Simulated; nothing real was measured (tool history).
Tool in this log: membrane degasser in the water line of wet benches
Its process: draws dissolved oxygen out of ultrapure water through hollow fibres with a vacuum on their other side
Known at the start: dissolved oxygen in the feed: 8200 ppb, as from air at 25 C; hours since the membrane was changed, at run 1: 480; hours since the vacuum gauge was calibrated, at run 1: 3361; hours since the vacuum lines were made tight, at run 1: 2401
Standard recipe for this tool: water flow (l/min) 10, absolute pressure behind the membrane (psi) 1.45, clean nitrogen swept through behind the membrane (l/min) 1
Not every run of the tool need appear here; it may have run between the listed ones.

run    hour  water flow (l/min)  absolute pressure behind the membrane (psi)  clean nitrogen swept through behind the membrane (l/min)  hours since the membrane was changed  hours since the vacuum gauge was calibrated  hours since the vacuum lines were made tight  dissolved oxygen in the water behind the degasser (ppb)  pressure that the water loses in the fibres (psi)
  1       0                  10                                         1.45                                                         1                                   480                                         3361                                          2401                                                    203.5                                              6.361
  2    74.7                  10                                         1.45                                                         1                                   555                                         3436                                          2475                                                    207.6                                              6.332
  3   167.7                  11                                         1.45                                                         1                                   648                                         3529                                          2568                                                    240.2                                              6.995
  4   276.2                  11                                         1.45                                                         1                                   756                                         3637                                          2677                                                    239.8                                                  7
  5   367.4                  11                                         1.45                                                         1                                   847                                         3728                                          2768                                                    243.2                                              6.965
  6   504.5                  10                                         1.45                                                      0.66                                   985                                         3866                                          2905                                                    279.3                                              6.358
  7   667.4                  10                                         1.45                                                      0.66                                  1147                                         4028                                          3068                                                      279                                              6.398
  8   803.9                  10                                         1.45                                                      0.66                                  1284                                         4165                                          3205                                                    279.4                                              6.385
        821  -- vacuum gauge calibrated
  9   969.4                  10                                         1.45                                                      0.93                                  1449                                          148                                          3370                                                    212.8                                              6.412
 10  1054.5                  10                                         1.45                                                      0.93                                  1534                                          233                                          3455                                                    212.2                                              6.382
 11  1149.4                  10                                         1.45                                                         1                                  1629                                          328                                          3550                                                    203.2                                              6.363
 12  1316.3                  10                                         2.38                                                         1                                  1796                                          495                                          3716                                                    349.3                                              6.418
 13  1448.5                  10                                         2.38                                                         1                                  1928                                          627                                          3849                                                    345.9                                              6.386
 14  1552.9                  10                                         2.38                                                         1                                  2032                                          732                                          3953                                                    355.9                                              6.424
 15  1677.6                  10                                         2.38                                                         1                                  2157                                          857                                          4078                                                    346.9                                              6.401
 16  1804.8                  10                                         2.38                                                         1                                  2284                                          984                                          4205                                                    353.1                                               6.38
 17  1946.2                  10                                         2.38                                                         1                                  2426                                         1125                                          4346                                                    346.5                                              6.395
 18  2039.9                  10                                         2.38                                                         1                                  2519                                         1219                                          4440                                                    346.8                                              6.412
 19  2135.6                  13                                         0.88                                                      2.01                                  2615                                         1315                                          4536                                                      171                                              8.324
 20  2225.1                  10                                         1.02                                                       1.3                                  2705                                         1404                                          4625                                                    114.9                                              6.396
 21    2394                  14                                          3.1                                                      0.67                                  2873                                         1573                                          4794                                                    916.5                                              8.943
 22  2512.1                  14                                          3.1                                                      0.67                                  2992                                         1691                                          4912                                                    908.2                                              8.994

Run 23 comes next. What will it give?
 23  2669.1                  10                                          1.6                                                      1.09                                  3149                                         1848                                          5069                                                        ?                                                  ?

{"run 23": {"dissolved oxygen in the water behind the degasser (ppb)": 213.3, "pressure that the water loses in the fibres (psi)": 6.39}}
On a tool with no hidden condition, and with the same random variation, this run would have come out at dissolved oxygen in the water behind the degasser (ppb) 207, pressure that the water loses in the fibres (psi) 6.328.
